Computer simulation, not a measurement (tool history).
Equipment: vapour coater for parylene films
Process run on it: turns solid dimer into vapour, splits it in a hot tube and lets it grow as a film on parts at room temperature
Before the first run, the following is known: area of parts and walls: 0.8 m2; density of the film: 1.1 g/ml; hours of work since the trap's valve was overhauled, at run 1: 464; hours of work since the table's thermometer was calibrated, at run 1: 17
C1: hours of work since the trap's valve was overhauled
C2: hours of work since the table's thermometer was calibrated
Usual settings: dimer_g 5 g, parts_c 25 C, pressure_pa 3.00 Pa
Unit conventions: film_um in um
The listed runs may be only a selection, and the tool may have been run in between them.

Run 1, hour 0.0: usual settings; C1 464; C2 17. Result: film_um 4.51 um.
At hour 7.4: trap's valve overhauled.
Run 2, hour 28.7: usual settings; C1 18; C2 38. Result: film_um 4.52 um.
Run 3, hour 47.9: usual settings; C1 33; C2 54. Result: film_um 4.49 um.
Run 4, hour 65.8: usual settings but pressure_pa 3.02 Pa; C1 48; C2 68. Result: film_um 4.53 um.
Run 5, hour 87.6: usual settings but pressure_pa 3.02 Pa; C1 66; C2 86. Result: film_um 4.50 um.
Run 6, hour 102.9: usual settings but pressure_pa 6.31 Pa; C1 79; C2 99. Result: film_um 3.81 um.
Run 7, hour 118.6: usual settings but dimer_g 2 g; C1 91; C2 112. Result: film_um 1.81 um.
Run 8, hour 137.0: usual settings but dimer_g 7 g; C1 107; C2 127. Result: film_um 6.39 um.
Run 9, hour 149.4: usual settings but dimer_g 8 g; C1 117; C2 137. Result: film_um 7.30 um.
Run 10, hour 165.4: usual settings but parts_c 33 C; C1 130; C2 150. Result: film_um 3.42 um.
Run 11, hour 176.5: usual settings but parts_c 33 C; C1 139; C2 159. Result: film_um 3.41 um.
Run 12, hour 191.0: usual settings; C1 151; C2 171. Result: film_um 4.54 um.
Run 13, hour 203.5: usual settings; C1 161; C2 182. Result: film_um 4.61 um.
Run 14, hour 215.8: usual settings but pressure_pa 3.78 Pa; C1 171; C2 192. Result: film_um 4.31 um.
Run 15, hour 231.4: usual settings but dimer_g 4 g, pressure_pa 2.56 Pa; C1 184; C2 204. Result: film_um 3.72 um.
Run 16, hour 249.1: usual settings but dimer_g 3 g, parts_c 19 C; C1 199; C2 219. Result: film_um 3.35 um.
Run 17, hour 269.6: usual settings but dimer_g 4 g, parts_c 19 C, pressure_pa 5.50 Pa; C1 216; C2 236. Result: film_um 3.91 um.
Run 18, hour 291.3: usual settings but parts_c 17 C, pressure_pa 10.31 Pa; C1 233; C2 254. Result: film_um 4.66 um.
Run 19, hour 306.9: usual settings but parts_c 19 C, pressure_pa 3.98 Pa; C1 246; C2 266. Result: film_um 5.27 um.
Run 20, hour 319.5: usual settings but parts_c 19 C, pressure_pa 2.87 Pa; C1 257; C2 277. Result: film_um 5.55 um.
Run 21, hour 340.5: usual settings but parts_c 19 C, pressure_pa 2.87 Pa; C1 274; C2 294. Result: film_um 5.57 um.
Run 22, hour 366.4: usual settings but parts_c 19 C, pressure_pa 3.02 Pa; C1 295; C2 315. Result: film_um 5.56 um.
Run 23, hour 389.3: usual settings but dimer_g 3 g, parts_c 23 C, pressure_pa 4.35 Pa; C1 314; C2 334. Result: film_um 2.68 um.
Run 24, hour 413.1: usual settings but dimer_g 3 g, parts_c 23 C, pressure_pa 9.69 Pa; C1 334; C2 354. Result: film_um 2.24 um.
Run 25, hour 440.1: usual settings but dimer_g 3 g, parts_c 23 C, pressure_pa 9.69 Pa; C1 356; C2 376. Result: film_um 2.18 um.
Run 26, hour 453.0: usual settings but parts_c 28 C, pressure_pa 6.70 Pa; C1 367; C2 387. Result: film_um 3.42 um.

4 ways to go on from here, each from the tool as it stands after run 26. What would each give?
Run A, hour 478.5: usual settings but dimer_g 2 g, parts_c 26 C, pressure_pa 3.40 Pa; C1 387; C2 408. Result: film_um ?.
Run B, hour 478.5: usual settings but pressure_pa 11.53 Pa; C1 387; C2 408. Result: film_um ?.
Run C, hour 478.5: usual settings but dimer_g 4 g, pressure_pa 10.37 Pa; C1 387; C2 408. Result: film_um ?.
Run D, hour 478.5: usual settings but dimer_g 4 g, parts_c 17 C, pressure_pa 9.04 Pa; C1 387; C2 408. Result: film_um ?.

run  film_um
  A     1.67
  B     3.31
  C     2.76
  D     3.85
Take away the tool's hidden state, keep each run's random variation, and the runs would have read:
run  film_um
  A     1.68
  B     3.33
  C     2.77
  D     3.87

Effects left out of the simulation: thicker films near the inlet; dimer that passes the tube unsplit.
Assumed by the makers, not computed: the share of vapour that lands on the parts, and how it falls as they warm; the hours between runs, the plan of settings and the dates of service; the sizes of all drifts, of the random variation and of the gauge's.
